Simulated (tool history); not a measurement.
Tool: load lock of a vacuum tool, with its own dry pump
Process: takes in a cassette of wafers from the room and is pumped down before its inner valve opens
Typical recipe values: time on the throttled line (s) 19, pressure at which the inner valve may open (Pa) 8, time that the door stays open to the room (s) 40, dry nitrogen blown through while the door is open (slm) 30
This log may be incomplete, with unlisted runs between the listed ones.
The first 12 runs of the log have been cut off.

run      day  time on the throttled line (s)  pressure at which the inner valve may open (Pa)  time that the door stays open to the room (s)  dry nitrogen blown through while the door is open (slm)  incoming humidity of the room's air, %  time from the closed door until the inner valve may open (s)  rise of the pressure with all valves shut (Pa/min)
 13   56.879                              19                                                8                                             39                                                       30                                    45.9                                                          31.6                                               0.038
 14   63.446                              19                                                8                                             94                                                       30                                    45.4                                                          31.2                                               0.058
 15   69.504                              19                                                8                                             94                                                       30                                    43.6                                                          31.6                                               0.051
 16   73.421                              19                                                8                                             94                                                       30                                      46                                                          30.9                                               0.057
 17   77.408                              19                                                8                                             94                                                       30                                    44.8                                                          32.1                                               0.053
 18     80.4                              19                                                8                                             94                                                       30                                    43.1                                                          31.5                                               0.054
 19     83.8                              19                                                8                                             94                                                       30                                    46.2                                                          31.9                                               0.055
 20   89.567                              26                                               10                                             31                                                        8                                    44.5                                                            37                                               0.054
 21   93.954                              26                                               10                                             31                                                        8                                    45.7                                                          37.3                                               0.051
 22   99.796                              26                                               10                                             31                                                        8                                    42.5                                                          37.3                                               0.046
 23  105.292                              26                                               10                                             37                                                       10                                    43.4                                                          37.5                                               0.048
 24  110.958                              19                                                8                                            156                                                       30                                    45.8                                                          30.8                                               0.065
 25  115.425                              15                                               13                                            172                                                        5                                      46                                                          27.4                                               0.104
 26  119.196                              19                                                8                                             40                                                       11                                    46.1                                                          31.7                                               0.049
 27  125.346                              19                                                8                                             40                                                       11                                    44.2                                                          31.2                                               0.052
 28  132.196                              19                                                8                                            124                                                       29                                    46.2                                                          31.8                                               0.065

Run 29 comes next. What will it give?
 29  138.612                              19                                                8                                            124                                                       29                                    46.5                                                             ?                                                   ?

{"run 29": {"time from the closed door until the inner valve may open (s)": 31.5, "rise of the pressure with all valves shut (Pa/min)": 0.061}}
With the hidden condition absent and the run-to-run variation left alone, this run would have shown time from the closed door until the inner valve may open (s) 31.5, rise of the pressure with all valves shut (Pa/min) 0.06.
